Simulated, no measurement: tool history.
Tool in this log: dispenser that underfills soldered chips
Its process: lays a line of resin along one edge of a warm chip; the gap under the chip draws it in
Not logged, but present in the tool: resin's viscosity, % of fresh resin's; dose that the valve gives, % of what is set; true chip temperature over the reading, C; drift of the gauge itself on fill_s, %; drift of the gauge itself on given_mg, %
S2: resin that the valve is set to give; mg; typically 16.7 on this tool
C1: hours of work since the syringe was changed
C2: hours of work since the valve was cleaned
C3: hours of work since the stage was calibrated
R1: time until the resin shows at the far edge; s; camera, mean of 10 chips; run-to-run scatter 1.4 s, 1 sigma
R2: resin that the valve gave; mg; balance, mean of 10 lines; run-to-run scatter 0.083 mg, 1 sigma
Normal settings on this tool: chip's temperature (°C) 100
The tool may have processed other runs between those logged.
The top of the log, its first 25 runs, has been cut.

{"hour": 153.3, "done": "new syringe of resin"}
{"run": 26, "hour": 159.0, "chip's temperature (°C)": 104, "S2": 17.6, "C1": 4, "C2": 24, "C3": 342, "R1": 144.9, "R2": 17.26}
{"run": 27, "hour": 164.5, "chip's temperature (°C)": 111, "S2": 21.4, "C1": 8, "C2": 28, "C3": 345, "R1": 130.9, "R2": 21.17}
{"hour": 165.5, "done": "new syringe of resin"}
{"run": 28, "hour": 169.9, "chip's temperature (°C)": 111, "S2": 21.4, "C1": 3, "C2": 31, "C3": 349, "R1": 112.4, "R2": 21.01}
{"run": 29, "hour": 175.7, "chip's temperature (°C)": 104, "S2": 15.2, "C1": 7, "C2": 35, "C3": 353, "R1": 168.7, "R2": 14.84}
{"hour": 177.8, "done": "new syringe of resin"}
{"run": 30, "hour": 181.1, "chip's temperature (°C)": 106, "S2": 19.0, "C1": 2, "C2": 39, "C3": 356, "R1": 131.9, "R2": 18.48}
{"run": 31, "hour": 186.1, "chip's temperature (°C)": 106, "S2": 20.7, "C1": 6, "C2": 42, "C3": 359, "R1": 145.4, "R2": 20.13}
{"hour": 190.1, "done": "new syringe of resin"}
{"run": 32, "hour": 190.2, "chip's temperature (°C)": 106, "S2": 20.7, "C1": 0, "C2": 45, "C3": 362, "R1": 118.5, "R2": 20.19}
{"run": 33, "hour": 195.5, "chip's temperature (°C)": 92, "S2": 15.5, "C1": 4, "C2": 48, "C3": 365, "R1": 228.6, "R2": 15.12}
{"hour": 202.5, "done": "new syringe of resin"}
{"run": 34, "hour": 204.5, "chip's temperature (°C)": 103, "S2": 16.7, "C1": 1, "C2": 54, "C3": 371, "R1": 141.0, "R2": 16.11}
{"run": 35, "hour": 210.5, "chip's temperature (°C)": 103, "S2": 16.7, "C1": 5, "C2": 58, "C3": 375, "R1": 164.2, "R2": 16.09}

Consider 4 possible next runs. They are alternatives, not a sequence: every one starts from the tool as it was left by run 35. What does each give?
{"hour": 214.8, "done": "new syringe of resin"}
{"run": "A", "hour": 216.9, "chip's temperature (°C)": 91, "S2": 21.1, "C1": 1, "C2": 62, "C3": 379, "R1": "?", "R2": "?"}
{"hour": 214.8, "done": "new syringe of resin"}
{"run": "B", "hour": 216.9, "chip's temperature (°C)": 114, "S2": 16.7, "C1": 1, "C2": 62, "C3": 379, "R1": "?", "R2": "?"}
{"hour": 214.8, "done": "new syringe of resin"}
{"run": "C", "hour": 216.9, "chip's temperature (°C)": 104, "S2": 17.2, "C1": 1, "C2": 62, "C3": 379, "R1": "?", "R2": "?"}
{"hour": 214.8, "done": "new syringe of resin"}
{"run": "D", "hour": 216.9, "chip's temperature (°C)": 102, "S2": 16.7, "C1": 1, "C2": 62, "C3": 379, "R1": "?", "R2": "?"}

run=A R1=202.3 R2=20.29
run=B R1=98.1 R2=16.09
run=C R1=138.7 R2=16.54
run=D R1=147.4 R2=16.00
Take away the tool's hidden state, keep each run's random variation, and the runs would have read:
run=A R1=175.9 R2=21.13
run=B R1=85.4 R2=16.76
run=C R1=120.5 R2=17.22
run=D R1=127.8 R2=16.66

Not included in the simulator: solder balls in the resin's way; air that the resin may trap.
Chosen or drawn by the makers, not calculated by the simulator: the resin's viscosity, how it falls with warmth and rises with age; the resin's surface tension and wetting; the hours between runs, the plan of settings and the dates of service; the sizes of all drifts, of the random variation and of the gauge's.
